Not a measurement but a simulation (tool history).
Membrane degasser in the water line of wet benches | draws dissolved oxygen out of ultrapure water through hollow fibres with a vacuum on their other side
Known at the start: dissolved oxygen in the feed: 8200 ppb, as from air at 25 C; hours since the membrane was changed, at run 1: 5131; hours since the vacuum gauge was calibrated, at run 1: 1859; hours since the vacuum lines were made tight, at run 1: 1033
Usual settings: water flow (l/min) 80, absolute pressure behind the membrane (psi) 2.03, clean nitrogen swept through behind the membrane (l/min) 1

run,hour,water flow (l/min),absolute pressure behind the membrane (psi),clean nitrogen swept through behind the membrane (l/min),hours since the membrane was changed,hours since the vacuum gauge was calibrated,hours since the vacuum lines were made tight,dissolved oxygen in the water behind the degasser (ppb),pressure that the water loses in the fibres (psi)
1,0,80,2.03,1,5131,1859,1033,1296.9,3.968
2,195.8,80,2.03,1,5327,2055,1229,1301.4,3.968
3,454.4,80,2.03,1,5586,2314,1487,1301.8,4.002
4,572.2,80,2.03,1,5704,2432,1605,1299.5,3.964
5,830.3,80,2.03,1,5962,2690,1863,1299.9,3.978
6,1083.4,80,2.03,1,6215,2943,2116,1300.8,3.958
7,1298,80,2.03,1,6429,3157,2331,1301.2,3.984
8,1430.6,80,2.39,1,6562,3290,2464,1556.8,4.006
9,1589.8,66,3.36,1,6721,3449,2623,1937.8,3.284
10,1738.9,66,3.36,1,6870,3598,2772,1934.9,3.284
11,1979.6,80,3.39,2.41,7111,3839,3013,1232.9,3.984
12,2197.4,125,2.03,0.43,7329,4057,3230,2484.6,6.228
13,2418.6,80,4.32,2.02,7550,4278,3452,1758.5,3.968
14,2527.9,68,4.32,2.02,7659,4387,3561,1562.9,3.413

Forecast each of these 3 alternatives for the next run:
# hour 2729: vacuum gauge calibrated
A,2729,56,4.16,1.97,7860,0,3762,?,?
# hour 2729: vacuum gauge calibrated
B,2729,127,4.32,2.02,7860,0,3762,?,?
# hour 2729: vacuum gauge calibrated
C,2729,96,2.03,1,7860,0,3762,?,?

run,dissolved oxygen in the water behind the degasser (ppb),pressure that the water loses in the fibres (psi)
A,1327.9,2.798
B,2373.6,6.364
C,1443.9,4.849
Without the tool's hidden state the same runs would have given:
run,dissolved oxygen in the water behind the degasser (ppb),pressure that the water loses in the fibres (psi)
A,1327.2,2.708
B,2369.8,6.16
C,1445.6,4.693
